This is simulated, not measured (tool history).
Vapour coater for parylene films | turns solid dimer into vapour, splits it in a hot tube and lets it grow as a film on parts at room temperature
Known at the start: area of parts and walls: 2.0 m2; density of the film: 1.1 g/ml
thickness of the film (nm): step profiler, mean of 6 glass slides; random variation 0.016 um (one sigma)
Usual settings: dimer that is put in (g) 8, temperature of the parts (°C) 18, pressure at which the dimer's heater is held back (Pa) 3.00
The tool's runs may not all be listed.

| run | hour | dimer that is put in (g) | temperature of the parts (°C) | pressure at which the dimer's heater is held back (Pa) | thickness of the film (nm) |
|---|---|---|---|---|---|
| 1 | 0.0 | 8 | 18 | 3.00 | 2210 |
| 2 | 54.4 | 8 | 18 | 3.00 | 2160 |
| 3 | 124.8 | 8 | 18 | 3.00 | 2170 |
| 4 | 199.9 | 8 | 18 | 3.00 | 2150 |
| 5 | 269.8 | 8 | 18 | 3.00 | 2170 |
| 6 | 321.6 | 8 | 18 | 3.00 | 2190 |
| 7 | 384.2 | 8 | 18 | 3.00 | 2150 |
| 8 | 451.1 | 8 | 18 | 3.00 | 2150 |
| 9 | 504.9 | 8 | 18 | 3.00 | 2150 |
| 10 | 572.5 | 8 | 18 | 3.00 | 2160 |
| 11 | 637.0 | 8 | 18 | 5.17 | 1870 |
|  | 644.2 | table's thermometer calibrated |
| 12 | 681.7 | 8 | 18 | 5.17 | 1880 |
| 13 | 734.7 | 8 | 18 | 6.65 | 1750 |
|  | 787.5 | table's thermometer calibrated, once more |
| 14 | 789.5 | 8 | 18 | 3.00 | 2040 |
| 15 | 834.0 | 8 | 18 | 3.00 | 2030 |
|  | 852.3 | trap's valve overhauled |
| 16 | 899.5 | 8 | 18 | 3.00 | 2160 |
| 17 | 956.1 | 8 | 12 | 3.00 | 2880 |
| 18 | 1004.9 | 8 | 18 | 3.00 | 2150 |
| 19 | 1071.3 | 8 | 18 | 3.00 | 2170 |
| 20 | 1114.0 | 8 | 18 | 3.00 | 2130 |
| 21 | 1153.3 | 14 | 15 | 2.49 | 4490 |
| 22 | 1210.0 | 8 | 22 | 4.29 | 1600 |
| 23 | 1273.8 | 8 | 22 | 4.29 | 1610 |
| 24 | 1327.5 | 8 | 19 | 2.01 | 2230 |
| 25 | 1386.9 | 8 | 19 | 2.01 | 2230 |
| 26 | 1420.6 | 8 | 18 | 3.00 | 2130 |
| 27 | 1461.8 | 8 | 18 | 3.00 | 2120 |
| 28 | 1504.7 | 8 | 18 | 3.00 | 2100 |
| 29 | 1564.8 | 8 | 18 | 3.00 | 2100 |
| 30 | 1624.0 | 13 | 27 | 7.99 | 1750 |
| 31 | 1688.4 | 12 | 12 | 7.62 | 3370 |
| 32 | 1726.9 | 12 | 12 | 7.62 | 3420 |
| 33 | 1769.4 | 12 | 12 | 7.62 | 3390 |
| 34 | 1820.8 | 4 | 16 | 3.84 | 1070 |
|  | 1872.2 | trap's valve overhauled |
| 35 | 1872.2 | 4 | 16 | 3.84 | 1110 |
| 36 | 1947.3 | 8 | 28 | 6.08 | 1130 |
| 37 | 2010.4 | 8 | 18 | 3.39 | 2110 |
| 38 | 2075.3 | 8 | 18 | 3.00 | 2150 |
| 39 | 2149.5 | 8 | 18 | 3.00 | 2180 |

The same runs without the tool's hidden state, with the same run-to-run variation:
The hidden state here: vapour lost through the trap's worn valve, %; true temperature of the parts over the reading, C; drift of the gauge itself on film_um, %.
| run | thickness of the film (nm) |
|---|---|
| 1 | 2210 |
| 2 | 2160 |
| 3 | 2180 |
| 4 | 2160 |
| 5 | 2190 |
| 6 | 2220 |
| 7 | 2180 |
| 8 | 2180 |
| 9 | 2190 |
| 10 | 2210 |
| 11 | 1920 |
| 12 | 1910 |
| 13 | 1790 |
| 14 | 2170 |
| 15 | 2170 |
| 16 | 2180 |
| 17 | 2910 |
| 18 | 2180 |
| 19 | 2200 |
| 20 | 2170 |
| 21 | 4580 |
| 22 | 1640 |
| 23 | 1650 |
| 24 | 2290 |
| 25 | 2300 |
| 26 | 2190 |
| 27 | 2190 |
| 28 | 2180 |
| 29 | 2180 |
| 30 | 1820 |
| 31 | 3520 |
| 32 | 3580 |
| 33 | 3550 |
| 34 | 1130 |
| 35 | 1110 |
| 36 | 1130 |
| 37 | 2120 |
| 38 | 2180 |
| 39 | 2210 |
